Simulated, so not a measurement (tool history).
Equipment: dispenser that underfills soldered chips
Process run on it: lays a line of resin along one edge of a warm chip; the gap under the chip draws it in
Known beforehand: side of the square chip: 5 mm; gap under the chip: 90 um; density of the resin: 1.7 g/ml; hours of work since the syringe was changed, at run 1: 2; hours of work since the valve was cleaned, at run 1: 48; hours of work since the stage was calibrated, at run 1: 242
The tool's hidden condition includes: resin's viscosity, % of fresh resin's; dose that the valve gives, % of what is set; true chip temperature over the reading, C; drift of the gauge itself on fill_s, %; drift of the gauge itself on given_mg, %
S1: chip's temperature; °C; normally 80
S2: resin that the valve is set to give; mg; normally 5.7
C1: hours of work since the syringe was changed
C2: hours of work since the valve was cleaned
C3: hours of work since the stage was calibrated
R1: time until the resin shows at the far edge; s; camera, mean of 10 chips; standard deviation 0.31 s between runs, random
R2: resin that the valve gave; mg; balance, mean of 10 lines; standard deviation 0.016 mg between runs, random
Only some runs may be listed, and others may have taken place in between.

| run | hour | S1 | S2 | C1 | C2 | C3 | R1 | R2 |
|---|---|---|---|---|---|---|---|---|
| 1 | 0 | 80 | 5.7 | 2 | 48 | 242 | 7.3 | 5.6 |
|  | 1.8 | dispensing valve cleaned and set on the balance |
|  | 5.6 | new syringe of resin |
| 2 | 8.3 | 80 | 5.7 | 2 | 5 | 247 | 7.7 | 5.68 |
|  | 13.2 | new syringe of resin |
| 3 | 16.4 | 80 | 5.7 | 2 | 10 | 252 | 8.1 | 5.64 |
|  | 20.6 | new syringe of resin |
| 4 | 21.5 | 83 | 5.7 | 1 | 14 | 256 | 6.7 | 5.66 |
|  | 27.9 | new syringe of resin |
| 5 | 31 | 80 | 7.39 | 2 | 21 | 263 | 8 | 7.29 |
|  | 35.5 | new syringe of resin |
| 6 | 38.8 | 80 | 7.39 | 2 | 26 | 268 | 7.8 | 7.27 |
|  | 42.8 | new syringe of resin |
| 7 | 45.1 | 89 | 5.7 | 2 | 31 | 273 | 6.2 | 5.59 |
| 8 | 49.2 | 89 | 4.86 | 5 | 34 | 276 | 7.7 | 4.81 |
|  | 50.1 | new syringe of resin |
| 9 | 53.4 | 67 | 5.7 | 2 | 37 | 279 | 11.7 | 5.61 |
|  | 57.7 | new syringe of resin |
| 10 | 59.5 | 67 | 5.7 | 1 | 41 | 283 | 10.9 | 5.6 |
|  | 65.2 | new syringe of resin |
| 11 | 68.6 | 67 | 5.7 | 2 | 47 | 289 | 11.7 | 5.58 |
|  | 71.5 | dispensing valve cleaned and set on the balance |
|  | 74 | new syringe of resin |
| 12 | 78.3 | 80 | 5.01 | 3 | 5 | 296 | 9 | 4.98 |
|  | 81.2 | new syringe of resin |
| 13 | 82.4 | 66 | 5.7 | 1 | 8 | 299 | 10.4 | 5.7 |
|  | 88.5 | new syringe of resin |
| 14 | 89.4 | 81 | 4.96 | 1 | 13 | 303 | 6.5 | 4.93 |
| 15 | 94.3 | 81 | 4.96 | 4 | 16 | 307 | 9.6 | 4.92 |
|  | 96 | new syringe of resin |
| 16 | 101.3 | 77 | 6.86 | 4 | 21 | 312 | 9.3 | 6.82 |
|  | 103.4 | new syringe of resin |
| 17 | 108.4 | 89 | 6.46 | 4 | 26 | 317 | 6.9 | 6.39 |
|  | 110.7 | new syringe of resin |
| 18 | 116.1 | 92 | 6.46 | 4 | 32 | 323 | 6.3 | 6.37 |
|  | 118.5 | new syringe of resin |
| 19 | 123.2 | 70 | 7.23 | 3 | 37 | 328 | 11.4 | 7.11 |
|  | 126 | new syringe of resin |
| 20 | 131.1 | 85 | 5.29 | 4 | 42 | 333 | 7.3 | 5.22 |
|  | 133.6 | new syringe of resin |
| 21 | 135.8 | 85 | 5.29 | 2 | 46 | 336 | 7.2 | 5.19 |
| 22 | 140.1 | 89 | 4.81 | 5 | 49 | 340 | 7.8 | 4.71 |
|  | 141.1 | new syringe of resin |
|  | 142.1 | dispensing valve cleaned and set on the balance |
|  | 149.6 | new syringe of resin |
| 23 | 150.7 | 89 | 4.81 | 1 | 6 | 346 | 5.8 | 4.82 |

Branching from run 23: 5 alternative next runs. What would each branch give?
| A | 155.4 | 71 | 5.43 | 4 | 10 | 350 | ? | ? |
| B | 155.4 | 71 | 4.81 | 4 | 10 | 350 | ? | ? |
| C | 155.4 | 93 | 6.09 | 4 | 10 | 350 | ? | ? |
| D | 155.4 | 90 | 6.69 | 4 | 10 | 350 | ? | ? |
| E | 155.4 | 89 | 7.05 | 4 | 10 | 350 | ? | ? |

| run | R1 | R2 |
|---|---|---|
| A | 11.8 | 5.43 |
| B | 12.5 | 4.82 |
| C | 7.2 | 6.09 |
| D | 7.2 | 6.69 |
| E | 7.7 | 7.03 |
Without the tool's unlogged condition, the same runs would have read:
| run | R1 | R2 |
|---|---|---|
| A | 8.5 | 5.43 |
| B | 9 | 4.82 |
| C | 5.4 | 6.09 |
| D | 5.3 | 6.69 |
| E | 5.8 | 7.03 |
